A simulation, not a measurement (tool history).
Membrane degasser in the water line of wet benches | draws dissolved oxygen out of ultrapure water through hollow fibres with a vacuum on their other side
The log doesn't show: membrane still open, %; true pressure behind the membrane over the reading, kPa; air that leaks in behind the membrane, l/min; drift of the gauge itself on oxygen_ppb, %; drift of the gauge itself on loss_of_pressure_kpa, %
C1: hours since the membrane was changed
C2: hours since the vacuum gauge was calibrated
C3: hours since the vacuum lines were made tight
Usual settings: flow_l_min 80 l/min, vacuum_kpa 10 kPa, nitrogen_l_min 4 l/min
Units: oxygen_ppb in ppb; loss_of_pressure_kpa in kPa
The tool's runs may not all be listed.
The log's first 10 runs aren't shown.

Run 11, hour 1026.9: usual settings but flow_l_min 67 l/min; C1 3391; C2 6598; C3 2857. Result: oxygen_ppb 254.9 ppb, loss_of_pressure_kpa 35.31 kPa.
Run 12, hour 1156.7: usual settings but vacuum_kpa 19.3 kPa; C1 3521; C2 6728; C3 2987. Result: oxygen_ppb 672.5 ppb, loss_of_pressure_kpa 41.66 kPa.
Run 13, hour 1244.8: usual settings but nitrogen_l_min 2.5 l/min; C1 3609; C2 6816; C3 3075. Result: oxygen_ppb 439.1 ppb, loss_of_pressure_kpa 41.73 kPa.
Run 14, hour 1298.6: usual settings; C1 3663; C2 6870; C3 3129. Result: oxygen_ppb 299.1 ppb, loss_of_pressure_kpa 41.56 kPa.
Run 15, hour 1355.5: usual settings; C1 3720; C2 6927; C3 3185. Result: oxygen_ppb 299.6 ppb, loss_of_pressure_kpa 41.64 kPa.
At hour 1381.3: vacuum gauge calibrated.
Run 16, hour 1480.6: usual settings; C1 3844; C2 99; C3 3310. Result: oxygen_ppb 299.4 ppb, loss_of_pressure_kpa 41.51 kPa.
Run 17, hour 1535.9: usual settings; C1 3900; C2 155; C3 3365. Result: oxygen_ppb 301 ppb, loss_of_pressure_kpa 41.78 kPa.
Run 18, hour 1659.9: usual settings but flow_l_min 68 l/min, vacuum_kpa 9.6 kPa; C1 4024; C2 279; C3 3489. Result: oxygen_ppb 244.2 ppb, loss_of_pressure_kpa 35.36 kPa.
Run 19, hour 1746.8: usual settings but flow_l_min 60 l/min, vacuum_kpa 9.6 kPa, nitrogen_l_min 9.28 l/min; C1 4111; C2 366; C3 3576. Result: oxygen_ppb 101.5 ppb, loss_of_pressure_kpa 31.23 kPa.
Run 20, hour 1852.5: usual settings but flow_l_min 60 l/min, vacuum_kpa 9.6 kPa, nitrogen_l_min 9.28 l/min; C1 4216; C2 471; C3 3682. Result: oxygen_ppb 101.1 ppb, loss_of_pressure_kpa 31.11 kPa.
Run 21, hour 1915.7: usual settings but flow_l_min 60 l/min, vacuum_kpa 9.6 kPa, nitrogen_l_min 9.28 l/min; C1 4279; C2 534; C3 3745. Result: oxygen_ppb 101.5 ppb, loss_of_pressure_kpa 31.12 kPa.
Run 22, hour 2042.7: usual settings but flow_l_min 60 l/min, vacuum_kpa 9.6 kPa, nitrogen_l_min 9.28 l/min; C1 4406; C2 661; C3 3872. Result: oxygen_ppb 101.3 ppb, loss_of_pressure_kpa 31.05 kPa.
Run 23, hour 2167: usual settings but vacuum_kpa 19.4 kPa; C1 4531; C2 786; C3 3996. Result: oxygen_ppb 675.4 ppb, loss_of_pressure_kpa 41.16 kPa.
Run 24, hour 2264: usual settings but flow_l_min 73 l/min, vacuum_kpa 8.5 kPa, nitrogen_l_min 5.15 l/min; C1 4628; C2 883; C3 4093. Result: oxygen_ppb 174.6 ppb, loss_of_pressure_kpa 37.72 kPa.
Run 25, hour 2319.5: usual settings but flow_l_min 58 l/min, vacuum_kpa 11.8 kPa, nitrogen_l_min 3.48 l/min; C1 4683; C2 938; C3 4149. Result: oxygen_ppb 316.6 ppb, loss_of_pressure_kpa 29.9 kPa.
Run 26, hour 2393.5: usual settings but flow_l_min 89 l/min, vacuum_kpa 22.9 kPa, nitrogen_l_min 2.93 l/min; C1 4757; C2 1012; C3 4223. Result: oxygen_ppb 1126.1 ppb, loss_of_pressure_kpa 45.84 kPa.
Run 27, hour 2480.4: usual settings but nitrogen_l_min 7.25 l/min; C1 4844; C2 1099; C3 4310. Result: oxygen_ppb 178.6 ppb, loss_of_pressure_kpa 41.07 kPa.
Run 28, hour 2538.2: usual settings but vacuum_kpa 14.5 kPa; C1 4902; C2 1157; C3 4368. Result: oxygen_ppb 483.3 ppb, loss_of_pressure_kpa 41.24 kPa.
At hour 2559.7: gauge calibrated.
Run 29, hour 2638.4: usual settings but flow_l_min 108 l/min, vacuum_kpa 7.5 kPa, nitrogen_l_min 7.1 l/min; C1 5002; C2 1257; C3 4468. Result: oxygen_ppb 161.7 ppb, loss_of_pressure_kpa 57.14 kPa.
Run 30, hour 2743.1: usual settings but flow_l_min 108 l/min, vacuum_kpa 7.5 kPa, nitrogen_l_min 7.1 l/min; C1 5107; C2 1362; C3 4572. Result: oxygen_ppb 161.8 ppb, loss_of_pressure_kpa 57.59 kPa.

The next listed run, before its measurement:
Run 31, hour 2841.2: usual settings but flow_l_min 56 l/min, vacuum_kpa 9.1 kPa, nitrogen_l_min 6.93 l/min; C1 5205; C2 1460; C3 4671. Result: oxygen_ppb ?, loss_of_pressure_kpa ?.

oxygen_ppb: 114.9 ppb
loss_of_pressure_kpa: 29.35 kPa
Without the tool's hidden state the same run would have given oxygen_ppb 114.9 ppb, loss_of_pressure_kpa 29.43 kPa.
